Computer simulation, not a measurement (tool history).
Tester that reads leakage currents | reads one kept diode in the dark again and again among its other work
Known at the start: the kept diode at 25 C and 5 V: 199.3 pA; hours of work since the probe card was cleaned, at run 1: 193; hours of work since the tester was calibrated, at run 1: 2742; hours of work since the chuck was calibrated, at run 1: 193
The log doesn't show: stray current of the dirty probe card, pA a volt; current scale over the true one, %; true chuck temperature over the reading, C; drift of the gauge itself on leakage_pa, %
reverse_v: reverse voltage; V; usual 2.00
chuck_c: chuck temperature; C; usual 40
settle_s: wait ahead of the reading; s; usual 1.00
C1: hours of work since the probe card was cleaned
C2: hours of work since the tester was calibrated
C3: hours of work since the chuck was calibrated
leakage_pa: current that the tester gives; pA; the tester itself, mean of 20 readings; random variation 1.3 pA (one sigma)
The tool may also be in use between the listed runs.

Run 1, hour 0.0: usual settings; C1 193; C2 2742; C3 193. Result: leakage_pa 428.92 pA.
Run 2, hour 76.8: usual settings; C1 227; C2 2777; C3 227. Result: leakage_pa 431.55 pA.
Run 3, hour 217.4: usual settings but reverse_v 2.37 V; C1 291; C2 2841; C3 291. Result: leakage_pa 464.16 pA.
Run 4, hour 321.3: usual settings; C1 338; C2 2888; C3 338. Result: leakage_pa 431.57 pA.
Run 5, hour 407.2: usual settings but settle_s 3.19 s; C1 377; C2 2927; C3 377. Result: leakage_pa 427.92 pA.
Run 6, hour 536.7: usual settings but chuck_c 28 C; C1 436; C2 2986; C3 436. Result: leakage_pa 161.89 pA.
Run 7, hour 618.5: usual settings but chuck_c 28 C; C1 473; C2 3023; C3 473. Result: leakage_pa 161.09 pA.
Run 8, hour 779.0: usual settings but chuck_c 28 C; C1 546; C2 3096; C3 546. Result: leakage_pa 161.95 pA.
Run 9, hour 946.6: usual settings but chuck_c 28 C; C1 622; C2 3172; C3 622. Result: leakage_pa 160.36 pA.
Run 10, hour 1050.7: usual settings but chuck_c 28 C; C1 670; C2 3219; C3 670. Result: leakage_pa 160.29 pA.
Run 11, hour 1224.4: usual settings but chuck_c 28 C; C1 748; C2 3298; C3 748. Result: leakage_pa 159.83 pA.
Run 12, hour 1317.3: usual settings but reverse_v 3.26 V, chuck_c 28 C; C1 791; C2 3340; C3 791. Result: leakage_pa 200.37 pA.
Run 13, hour 1477.3: usual settings but reverse_v 3.26 V, chuck_c 28 C; C1 863; C2 3413; C3 863. Result: leakage_pa 198.89 pA.
Run 14, hour 1574.5: usual settings but reverse_v 19.86 V, settle_s 1.22 s; C1 907; C2 3457; C3 907. Result: leakage_pa 1221.32 pA.
At hour 1592.2: chuck's temperature calibrated.
Run 15, hour 1701.3: usual settings but reverse_v 12.21 V, chuck_c 27 C, settle_s 6.42 s; C1 964; C2 3513; C3 50. Result: leakage_pa 331.52 pA.
Run 16, hour 1830.4: usual settings but reverse_v 1.62 V, settle_s 3.94 s; C1 1023; C2 3572; C3 108. Result: leakage_pa 360.00 pA.
Run 17, hour 1943.5: usual settings but reverse_v 1.69 V, settle_s 1.48 s; C1 1074; C2 3623; C3 159. Result: leakage_pa 369.30 pA.
Run 18, hour 2089.7: usual settings but chuck_c 21 C; C1 1140; C2 3690; C3 226. Result: leakage_pa 83.23 pA.
Run 19, hour 2243.2: usual settings but chuck_c 51 C, settle_s 0.47 s; C1 1210; C2 3759; C3 295. Result: leakage_pa 898.29 pA.
Run 20, hour 2425.4: usual settings but settle_s 0.51 s; C1 1293; C2 3842; C3 378. Result: leakage_pa 391.29 pA.
Run 21, hour 2503.7: usual settings but chuck_c 29 C, settle_s 2.16 s; C1 1328; C2 3878; C3 414. Result: leakage_pa 162.85 pA.
Run 22, hour 2594.0: usual settings but chuck_c 29 C, settle_s 2.16 s; C1 1369; C2 3919; C3 455. Result: leakage_pa 161.34 pA.
At hour 2661.9: chuck's temperature calibrated, once more.
Run 23, hour 2741.1: usual settings but chuck_c 29 C, settle_s 2.16 s; C1 1435; C2 3985; C3 36. Result: leakage_pa 182.86 pA.
Run 24, hour 2862.0: usual settings but chuck_c 29 C, settle_s 2.16 s; C1 1490; C2 4039; C3 91. Result: leakage_pa 183.06 pA.
Run 25, hour 2981.8: usual settings but reverse_v 3.55 V, chuck_c 25 C; C1 1544; C2 4094; C3 145. Result: leakage_pa 172.47 pA.

Some steps in leakage_pa between neighbouring runs. How much of each would the tool show without its hidden state too (settings, what came in, random variation), and how much is left for the hidden state, with any gauge scatter that isn't in both results?
Run 13 -> 14: reverse_v 3.26 -> 19.86, chuck_c 28 -> 40, settle_s 1.00 -> 1.22. leakage_pa +1022.43 pA: hidden state -56.00, all else +1078.43.
Run 14 -> 15: reverse_v 19.86 -> 12.21, chuck_c 40 -> 27, settle_s 1.22 -> 6.42, chuck's temperature calibrated. leakage_pa -889.80 pA: hidden state +40.15, all else -929.95.
Run 18 -> 19: chuck_c 21 -> 51, settle_s 1.00 -> 0.47. leakage_pa +815.06 pA: hidden state -91.44, all else +906.50.
